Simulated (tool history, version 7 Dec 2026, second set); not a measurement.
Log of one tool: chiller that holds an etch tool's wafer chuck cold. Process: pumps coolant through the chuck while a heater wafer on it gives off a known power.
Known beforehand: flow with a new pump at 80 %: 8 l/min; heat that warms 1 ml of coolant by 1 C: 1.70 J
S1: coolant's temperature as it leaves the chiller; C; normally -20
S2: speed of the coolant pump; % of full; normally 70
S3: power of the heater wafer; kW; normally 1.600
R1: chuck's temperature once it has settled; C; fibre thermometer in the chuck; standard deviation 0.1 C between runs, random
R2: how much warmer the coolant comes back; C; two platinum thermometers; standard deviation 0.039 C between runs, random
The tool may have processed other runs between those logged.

run    hour   S1  S2     S3     R1     R2
  1     0.0  -20  70  1.600    2.4   8.34
  2    44.4  -20  70  1.600    2.7   8.32
  3    93.6  -20  70  1.600    2.5   8.26
  4   128.2  -20  70  1.600    2.5   8.32
  5   202.6  -20  70  1.600    2.6   8.19
  6   252.5  -28  70  1.600   -5.3   8.31
  7   325.8  -28  70  1.600   -5.4   8.29
  8   379.9  -28  70  0.826  -16.5   4.31
  9   457.2  -21  70  0.826   -9.4   4.29
      492.2  -- coolant changed, channels flushed
 10   514.9  -21  70  0.826  -11.3   4.31
 11   560.1  -20  70  1.600   -0.6   8.30
 12   606.1  -20  70  1.600   -0.6   8.37
 13   686.2  -11  70  1.600    8.4   8.32
 14   731.8  -11  70  1.600    8.2   8.34
 15   770.6  -11  70  1.600    8.5   8.29
      832.3  -- chiller's thermometer calibrated
 16   838.5  -11  70  1.600    8.5   8.36
 17   898.4  -20  70  1.094   -6.5   5.71
 18   973.6  -18  77  0.924   -7.3   4.40
 19  1014.6  -18  77  0.924   -7.3   4.36
 20  1061.9  -18  77  0.924   -7.3   4.38
 21  1146.8  -18  77  0.924   -7.3   4.40
 22  1198.1  -27  92  1.085  -15.8   4.35
 23  1238.9  -13  70  1.112    0.7   5.81
 24  1324.7  -13  70  1.112    0.8   5.79
 25  1375.5  -20  74  0.929   -8.9   4.58
 26  1418.8  -20  74  0.929   -8.8   4.58
 27  1499.1  -20  74  1.363   -3.6   6.73
 28  1549.7  -18  70  1.144   -3.7   5.97
 29  1630.0  -11  70  1.169    3.7   6.13
 30  1673.5  -10  61  1.691   13.1  10.19
 31  1719.3  -10  61  1.691   13.3  10.17

Forecast each of these 5 alternatives for the next run:
  A  1762.1  -10  62  1.651   ?   ?
  B  1762.1  -26  87  1.000   ?   ?
  C  1762.1  -20  70  0.801   ?   ?
  D  1762.1  -29  81  2.158   ?   ?
  E  1762.1  -20  83  0.833   ?   ?

run     R1    R2
  A   12.7  9.70
  B  -15.2  4.22
  C  -10.2  4.27
  D   -4.2  9.86
  E  -10.7  3.70
Had the tool no hidden state, the same runs would have come out as:
run     R1    R2
  A   11.6  9.29
  B  -15.6  4.04
  C  -10.5  4.09
  D   -5.4  9.44
  E  -11.0  3.54

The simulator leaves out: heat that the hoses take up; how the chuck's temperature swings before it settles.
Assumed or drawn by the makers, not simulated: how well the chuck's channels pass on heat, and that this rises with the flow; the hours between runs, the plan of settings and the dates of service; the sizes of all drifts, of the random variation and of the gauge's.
